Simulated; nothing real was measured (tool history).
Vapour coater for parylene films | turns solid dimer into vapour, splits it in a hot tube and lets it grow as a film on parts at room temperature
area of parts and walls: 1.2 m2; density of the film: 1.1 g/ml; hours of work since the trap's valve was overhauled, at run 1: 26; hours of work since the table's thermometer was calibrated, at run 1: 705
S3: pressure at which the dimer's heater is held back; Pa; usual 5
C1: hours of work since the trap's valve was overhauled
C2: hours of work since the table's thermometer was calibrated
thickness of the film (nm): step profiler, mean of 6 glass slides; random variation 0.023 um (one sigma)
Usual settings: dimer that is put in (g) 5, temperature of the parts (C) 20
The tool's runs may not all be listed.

{"run": 1, "hour": 0.0, "dimer that is put in (g)": 5, "temperature of the parts (C)": 20, "S3": 5, "C1": 26, "C2": 705, "thickness of the film (nm)": 2230}
{"run": 2, "hour": 13.0, "dimer that is put in (g)": 5, "temperature of the parts (C)": 20, "S3": 5, "C1": 36, "C2": 716, "thickness of the film (nm)": 2260}
{"run": 3, "hour": 33.0, "dimer that is put in (g)": 5, "temperature of the parts (C)": 20, "S3": 5, "C1": 53, "C2": 733, "thickness of the film (nm)": 2210}
{"run": 4, "hour": 50.8, "dimer that is put in (g)": 5, "temperature of the parts (C)": 21, "S3": 5, "C1": 68, "C2": 747, "thickness of the film (nm)": 2210}
{"run": 5, "hour": 65.5, "dimer that is put in (g)": 5, "temperature of the parts (C)": 21, "S3": 5, "C1": 80, "C2": 759, "thickness of the film (nm)": 2190}
{"run": 6, "hour": 78.9, "dimer that is put in (g)": 5, "temperature of the parts (C)": 20, "S3": 5, "C1": 91, "C2": 770, "thickness of the film (nm)": 2220}
{"run": 7, "hour": 98.7, "dimer that is put in (g)": 5, "temperature of the parts (C)": 20, "S3": 5, "C1": 107, "C2": 787, "thickness of the film (nm)": 2220}
{"run": 8, "hour": 111.6, "dimer that is put in (g)": 5, "temperature of the parts (C)": 20, "S3": 5, "C1": 118, "C2": 798, "thickness of the film (nm)": 2220}
{"run": 9, "hour": 123.3, "dimer that is put in (g)": 6, "temperature of the parts (C)": 27, "S3": 5, "C1": 128, "C2": 807, "thickness of the film (nm)": 2330}
{"run": 10, "hour": 145.8, "dimer that is put in (g)": 3, "temperature of the parts (C)": 17, "S3": 4.04, "C1": 146, "C2": 826, "thickness of the film (nm)": 1420}
{"run": 11, "hour": 162.7, "dimer that is put in (g)": 5, "temperature of the parts (C)": 15, "S3": 5.42, "C1": 160, "C2": 840, "thickness of the film (nm)": 2390}
{"run": 12, "hour": 186.3, "dimer that is put in (g)": 5, "temperature of the parts (C)": 15, "S3": 5.42, "C1": 180, "C2": 859, "thickness of the film (nm)": 2380}
{"run": 13, "hour": 203.4, "dimer that is put in (g)": 5, "temperature of the parts (C)": 15, "S3": 5.42, "C1": 194, "C2": 873, "thickness of the film (nm)": 2370}
{"run": 14, "hour": 222.9, "dimer that is put in (g)": 5, "temperature of the parts (C)": 15, "S3": 5.42, "C1": 210, "C2": 890, "thickness of the film (nm)": 2400}
{"run": 15, "hour": 248.7, "dimer that is put in (g)": 5, "temperature of the parts (C)": 27, "S3": 6.33, "C1": 231, "C2": 911, "thickness of the film (nm)": 1870}

Some steps in thickness of the film (nm) between neighbouring runs. How much of each would the tool show without its hidden state too (settings, what came in, random variation), and how much is left for the hidden state, with any gauge scatter that isn't in both results?
The hidden state here: vapour lost through the trap's worn valve, %; true temperature of the parts over the reading, C; drift of the gauge itself on film_um, %.
Run 10 -> 11: dimer that is put in (g) 3 -> 5, temperature of the parts (C) 17 -> 15, S3 4.04 -> 5.42. thickness of the film (nm) +970: hidden state -50, all else +1020.
